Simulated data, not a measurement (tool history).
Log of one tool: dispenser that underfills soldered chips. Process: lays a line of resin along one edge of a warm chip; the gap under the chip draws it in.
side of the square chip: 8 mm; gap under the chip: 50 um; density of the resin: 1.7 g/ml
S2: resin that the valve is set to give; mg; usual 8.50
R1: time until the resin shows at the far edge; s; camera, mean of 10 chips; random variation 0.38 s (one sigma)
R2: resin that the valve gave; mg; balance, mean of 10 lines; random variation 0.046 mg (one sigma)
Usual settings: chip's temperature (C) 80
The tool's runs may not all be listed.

Run 1, hour 0.0: usual settings. Result: R1 32.7 s, R2 7.97 mg.
At hour 6.3: new syringe of resin.
Run 2, hour 7.0: usual settings but S2 10.68 mg. Result: R1 25.2 s, R2 10.02 mg.
Run 3, hour 18.4: usual settings but S2 10.68 mg. Result: R1 36.7 s, R2 9.95 mg.
At hour 19.4: new syringe of resin.
Run 4, hour 24.6: usual settings but S2 10.68 mg. Result: R1 30.4 s, R2 10.02 mg.
At hour 32.5: new syringe of resin.
Run 5, hour 32.5: usual settings. Result: R1 26.4 s, R2 7.90 mg.
At hour 35.2: dispensing valve cleaned and set on the balance.
Run 6, hour 45.4: usual settings. Result: R1 39.3 s, R2 8.44 mg.
At hour 47.3: new syringe of resin.
Run 7, hour 56.6: usual settings but S2 10.02 mg. Result: R1 34.6 s, R2 9.89 mg.
At hour 60.3: new syringe of resin.
Run 8, hour 66.3: usual settings but chip's temperature (C) 69, S2 9.51 mg. Result: R1 52.0 s, R2 9.40 mg.
At hour 73.4: new syringe of resin.
Run 9, hour 77.0: usual settings but chip's temperature (C) 90. Result: R1 18.7 s, R2 8.37 mg.
At hour 87.5: new syringe of resin.
Run 10, hour 90.4: usual settings but chip's temperature (C) 90. Result: R1 17.8 s, R2 8.33 mg.
Run 11, hour 99.7: usual settings but chip's temperature (C) 83, S2 10.06 mg. Result: R1 32.8 s, R2 9.68 mg.
At hour 100.7: new syringe of resin.
Run 12, hour 106.4: usual settings but S2 9.33 mg. Result: R1 30.7 s, R2 9.11 mg.
At hour 113.8: new syringe of resin.
Run 13, hour 113.8: usual settings but chip's temperature (C) 68, S2 7.33 mg. Result: R1 48.5 s, R2 7.06 mg.
Run 14, hour 123.6: usual settings but chip's temperature (C) 92, S2 7.33 mg. Result: R1 22.4 s, R2 7.06 mg.

4 ways to go on from here, each from the tool as it stands after run 14. What would each give?
At hour 127.0: new syringe of resin.
Run A, hour 131.7: usual settings but chip's temperature (C) 66, S2 7.93 mg. Result: R1 ?, R2 ?.
At hour 127.0: new syringe of resin.
Run B, hour 131.7: usual settings but chip's temperature (C) 82, S2 7.45 mg. Result: R1 ?, R2 ?.
At hour 127.0: new syringe of resin.
Run C, hour 131.7: usual settings but chip's temperature (C) 67, S2 7.33 mg. Result: R1 ?, R2 ?.
At hour 127.0: new syringe of resin.
Run D, hour 131.7: usual settings but chip's temperature (C) 92, S2 10.40 mg. Result: R1 ?, R2 ?.

run    R1    R2
  A  60.9  7.58
  B  30.5  7.16
  C  59.6  6.99
  D  17.8  9.88
Without the tool's hidden state the same runs would have given:
run    R1     R2
  A  45.8   7.92
  B  23.2   7.48
  C  44.6   7.31
  D  13.7  10.33

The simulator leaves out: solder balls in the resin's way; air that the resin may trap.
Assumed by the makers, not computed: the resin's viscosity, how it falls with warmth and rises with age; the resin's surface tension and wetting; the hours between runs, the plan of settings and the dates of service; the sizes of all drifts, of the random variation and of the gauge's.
